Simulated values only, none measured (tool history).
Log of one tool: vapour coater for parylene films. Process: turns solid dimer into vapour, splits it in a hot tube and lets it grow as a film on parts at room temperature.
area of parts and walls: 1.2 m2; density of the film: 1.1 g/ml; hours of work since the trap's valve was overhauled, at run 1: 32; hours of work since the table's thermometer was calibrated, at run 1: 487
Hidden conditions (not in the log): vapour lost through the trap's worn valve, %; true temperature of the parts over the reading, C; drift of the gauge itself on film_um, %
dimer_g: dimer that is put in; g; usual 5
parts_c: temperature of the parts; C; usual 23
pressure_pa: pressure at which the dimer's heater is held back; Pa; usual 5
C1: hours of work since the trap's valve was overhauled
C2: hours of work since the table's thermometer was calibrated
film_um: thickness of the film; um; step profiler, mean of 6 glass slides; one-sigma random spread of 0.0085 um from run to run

run 1 hour=0 | dimer_g=5 parts_c=23 pressure_pa=5 | C1=32 C2=487 | film_um=1.837
run 2 hour=78.9 | dimer_g=5 parts_c=23 pressure_pa=3.76 | C1=90 C2=545 | film_um=1.924
run 3 hour=124.4 | dimer_g=5 parts_c=23 pressure_pa=3.76 | C1=124 C2=579 | film_um=1.922
run 4 hour=200.2 | dimer_g=5 parts_c=23 pressure_pa=5 | C1=179 C2=634 | film_um=1.845
-- hour=236.6 trap's valve overhauled
run 5 hour=281.6 | dimer_g=5 parts_c=23 pressure_pa=9.63 | C1=33 C2=691 | film_um=1.681
run 6 hour=350.6 | dimer_g=5 parts_c=23 pressure_pa=9.63 | C1=84 C2=742 | film_um=1.672
run 7 hour=393.2 | dimer_g=5 parts_c=23 pressure_pa=9.63 | C1=115 C2=773 | film_um=1.668
run 8 hour=441.9 | dimer_g=5 parts_c=23 pressure_pa=9.63 | C1=151 C2=809 | film_um=1.676
run 9 hour=495.9 | dimer_g=5 parts_c=23 pressure_pa=9.63 | C1=190 C2=849 | film_um=1.685
-- hour=520.2 trap's valve overhauled
run 10 hour=547 | dimer_g=5 parts_c=23 pressure_pa=9.63 | C1=20 C2=883 | film_um=1.7
run 11 hour=617 | dimer_g=7 parts_c=23 pressure_pa=5 | C1=71 C2=935 | film_um=2.577
run 12 hour=696.1 | dimer_g=7 parts_c=23 pressure_pa=5 | C1=129 C2=993 | film_um=2.597
run 13 hour=735.8 | dimer_g=5 parts_c=23 pressure_pa=2.36 | C1=158 C2=1022 | film_um=2.05
run 14 hour=791 | dimer_g=5 parts_c=23 pressure_pa=2.36 | C1=199 C2=1062 | film_um=2.055
-- hour=800.5 trap's valve overhauled
run 15 hour=842.2 | dimer_g=5 parts_c=23 pressure_pa=9.69 | C1=31 C2=1097 | film_um=1.685
run 16 hour=898.6 | dimer_g=5 parts_c=23 pressure_pa=5 | C1=72 C2=1139 | film_um=1.868
run 17 hour=973.3 | dimer_g=5 parts_c=23 pressure_pa=5 | C1=127 C2=1193 | film_um=1.838
run 18 hour=1033.1 | dimer_g=5 parts_c=23 pressure_pa=5 | C1=171 C2=1237 | film_um=1.86
-- hour=1044 table's thermometer calibrated
run 19 hour=1071.9 | dimer_g=5 parts_c=23 pressure_pa=5 | C1=199 C2=20 | film_um=1.848
-- hour=1083.4 trap's valve overhauled
run 20 hour=1111 | dimer_g=5 parts_c=23 pressure_pa=5 | C1=20 C2=46 | film_um=1.853
run 21 hour=1143.7 | dimer_g=5 parts_c=23 pressure_pa=5 | C1=44 C2=70 | film_um=1.854
run 22 hour=1188 | dimer_g=5 parts_c=23 pressure_pa=5 | C1=77 C2=103 | film_um=1.846
run 23 hour=1256.4 | dimer_g=5 parts_c=23 pressure_pa=5 | C1=127 C2=153 | film_um=1.849
run 24 hour=1314 | dimer_g=5 parts_c=17 pressure_pa=5 | C1=169 C2=195 | film_um=2.484
-- hour=1365 trap's valve overhauled
run 25 hour=1379.8 | dimer_g=5 parts_c=30 pressure_pa=9.1 | C1=11 C2=241 | film_um=1.193
run 26 hour=1413.1 | dimer_g=4 parts_c=30 pressure_pa=9.1 | C1=35 C2=265 | film_um=0.958
run 27 hour=1494.3 | dimer_g=2 parts_c=28 pressure_pa=2.09 | C1=95 C2=325 | film_um=0.667
run 28 hour=1534.7 | dimer_g=2 parts_c=28 pressure_pa=2.09 | C1=125 C2=355 | film_um=0.647
run 29 hour=1591.6 | dimer_g=3 parts_c=23 pressure_pa=5 | C1=166 C2=396 | film_um=1.115
-- hour=1645.6 trap's valve overhauled
run 30 hour=1645.6 | dimer_g=4 parts_c=25 pressure_pa=5 | C1=0 C2=433 | film_um=1.328
run 31 hour=1697.3 | dimer_g=5 parts_c=31 pressure_pa=3.51 | C1=38 C2=471 | film_um=1.307
run 32 hour=1750.3 | dimer_g=3 parts_c=23 pressure_pa=5 | C1=77 C2=510 | film_um=1.103
run 33 hour=1811 | dimer_g=4 parts_c=32 pressure_pa=8.48 | C1=121 C2=555 | film_um=0.874
run 34 hour=1859.5 | dimer_g=2 parts_c=32 pressure_pa=5.02 | C1=157 C2=590 | film_um=0.467
-- hour=1925.7 trap's valve overhauled
run 35 hour=1927.9 | dimer_g=2 parts_c=32 pressure_pa=5.02 | C1=2 C2=638 | film_um=0.477
run 36 hour=1968.1 | dimer_g=5 parts_c=16 pressure_pa=5 | C1=31 C2=667 | film_um=2.606
run 37 hour=2035.8 | dimer_g=6 parts_c=28 pressure_pa=2.81 | C1=81 C2=717 | film_um=1.874
run 38 hour=2091.1 | dimer_g=4 parts_c=22 pressure_pa=2.81 | C1=121 C2=757 | film_um=1.695
run 39 hour=2170.6 | dimer_g=7 parts_c=31 pressure_pa=7.49 | C1=180 C2=816 | film_um=1.641
-- hour=2206.6 trap's valve overhauled
run 40 hour=2243.4 | dimer_g=7 parts_c=31 pressure_pa=7.49 | C1=27 C2=866 | film_um=1.649
run 41 hour=2320.2 | dimer_g=5 parts_c=23 pressure_pa=5.52 | C1=83 C2=923 | film_um=1.824
run 42 hour=2389.7 | dimer_g=3 parts_c=25 pressure_pa=3.82 | C1=135 C2=974 | film_um=1.041
run 43 hour=2429.9 | dimer_g=3 parts_c=23 pressure_pa=3.82 | C1=164 C2=1003 | film_um=1.167
run 44 hour=2477 | dimer_g=3 parts_c=23 pressure_pa=3.82 | C1=199 C2=1038 | film_um=1.141
-- hour=2487.1 trap's valve overhauled
run 45 hour=2538.2 | dimer_g=7 parts_c=20 pressure_pa=5 | C1=38 C2=1080 | film_um=3.002
run 46 hour=2612.6 | dimer_g=5 parts_c=33 pressure_pa=6.57 | C1=92 C2=1135 | film_um=1.094
run 47 hour=2657.8 | dimer_g=4 parts_c=20 pressure_pa=2.21 | C1=125 C2=1168 | film_um=1.918

Below are 3 alternative next runs, each starting from the tool's condition after run 47. Predict each:
run A hour=2737.7 | dimer_g=5 parts_c=23 pressure_pa=5.46 | C1=184 C2=1227 | film_um=?
run B hour=2737.7 | dimer_g=5 parts_c=24 pressure_pa=10.02 | C1=184 C2=1227 | film_um=?
run C hour=2737.7 | dimer_g=4 parts_c=19 pressure_pa=2.21 | C1=184 C2=1227 | film_um=?

run=A film_um=1.823
run=B film_um=1.589
run=C film_um=2.013
The same runs, with their run-to-run variation unchanged, on a tool lacking any hidden condition would have given:
run=A film_um=1.826
run=B film_um=1.591
run=C film_um=2.016

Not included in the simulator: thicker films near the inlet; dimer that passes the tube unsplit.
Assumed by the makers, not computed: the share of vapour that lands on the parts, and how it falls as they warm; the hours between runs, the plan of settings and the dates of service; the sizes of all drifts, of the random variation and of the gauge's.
